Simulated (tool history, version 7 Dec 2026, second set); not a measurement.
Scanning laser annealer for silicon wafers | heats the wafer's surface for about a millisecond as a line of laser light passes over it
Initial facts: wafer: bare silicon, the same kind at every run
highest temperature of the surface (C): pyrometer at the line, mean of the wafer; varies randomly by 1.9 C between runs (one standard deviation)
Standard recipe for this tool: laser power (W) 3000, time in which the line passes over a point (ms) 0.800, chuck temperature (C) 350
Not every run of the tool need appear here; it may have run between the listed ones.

| run | hour | laser power (W) | time in which the line passes over a point (ms) | chuck temperature (C) | highest temperature of the surface (C) |
|---|---|---|---|---|---|
| 1 | 0.0 | 3000 | 0.800 | 350 | 1159 |
| 2 | 59.3 | 3000 | 0.800 | 350 | 1157 |
| 3 | 97.7 | 3000 | 0.800 | 350 | 1151 |
| 4 | 145.2 | 3000 | 0.800 | 350 | 1155 |
| 5 | 195.7 | 3000 | 0.800 | 350 | 1152 |
| 6 | 277.2 | 3000 | 0.800 | 389 | 1190 |
| 7 | 323.1 | 3000 | 0.800 | 389 | 1190 |
| 8 | 380.6 | 3000 | 0.800 | 389 | 1190 |
| 9 | 443.7 | 3000 | 0.800 | 389 | 1187 |
|  | 505.7 | window over the wafer cleaned |
| 10 | 507.8 | 3000 | 0.800 | 389 | 1217 |
| 11 | 563.7 | 3000 | 0.800 | 389 | 1214 |
| 12 | 598.6 | 3000 | 0.800 | 389 | 1216 |
| 13 | 654.3 | 3000 | 0.800 | 389 | 1211 |
| 14 | 693.1 | 3000 | 0.800 | 350 | 1172 |
| 15 | 733.4 | 2927 | 0.800 | 350 | 1146 |
| 16 | 780.7 | 2927 | 0.800 | 350 | 1145 |
| 17 | 816.2 | 2901 | 0.800 | 350 | 1136 |
| 18 | 900.8 | 2901 | 0.800 | 350 | 1129 |
| 19 | 942.6 | 3000 | 0.800 | 350 | 1166 |
| 20 | 1025.9 | 3000 | 0.800 | 350 | 1166 |
| 21 | 1103.2 | 3000 | 0.896 | 382 | 1234 |
| 22 | 1174.7 | 2614 | 0.927 | 370 | 1105 |
| 23 | 1235.3 | 2614 | 0.927 | 370 | 1102 |
| 24 | 1285.0 | 3000 | 0.577 | 388 | 1088 |
| 25 | 1330.3 | 3194 | 0.800 | 350 | 1224 |
| 26 | 1365.8 | 3036 | 0.567 | 350 | 1047 |
| 27 | 1421.5 | 2790 | 0.824 | 350 | 1097 |
| 28 | 1489.6 | 2624 | 0.594 | 387 | 985 |
| 29 | 1529.1 | 2711 | 0.690 | 350 | 1014 |
| 30 | 1576.8 | 2711 | 0.690 | 350 | 1014 |
| 31 | 1622.0 | 2711 | 0.690 | 350 | 1008 |
| 32 | 1688.0 | 2683 | 0.766 | 356 | 1041 |
| 33 | 1740.6 | 2683 | 0.766 | 356 | 1038 |
| 34 | 1800.5 | 3266 | 0.800 | 389 | 1269 |
| 35 | 1850.7 | 2560 | 0.580 | 339 | 904 |
| 36 | 1916.8 | 2928 | 0.587 | 380 | 1047 |
|  | 1944.7 | optics aligned, line set to its width |
| 37 | 1971.1 | 3052 | 0.707 | 342 | 1111 |
| 38 | 2036.7 | 3052 | 0.802 | 355 | 1167 |
|  | 2067.5 | window over the wafer cleaned |
| 39 | 2108.6 | 3052 | 0.802 | 355 | 1197 |
| 40 | 2166.0 | 3032 | 0.721 | 355 | 1150 |

Predict each of these 4 candidate next runs independently; none follows another, all start after run 40:
| A | 2210.8 | 3032 | 0.723 | 355 | ? |
| B | 2210.8 | 3238 | 0.800 | 350 | ? |
| C | 2210.8 | 2593 | 0.800 | 350 | ? |
| D | 2210.8 | 2646 | 0.893 | 321 | ? |

| run | highest temperature of the surface (C) |
|---|---|
| A | 1150 |
| B | 1253 |
| C | 1042 |
| D | 1063 |
Stripped of hidden state, with their random variation kept, the same runs would have yielded:
| run | highest temperature of the surface (C) |
|---|---|
| A | 1159 |
| B | 1264 |
| C | 1050 |
| D | 1072 |
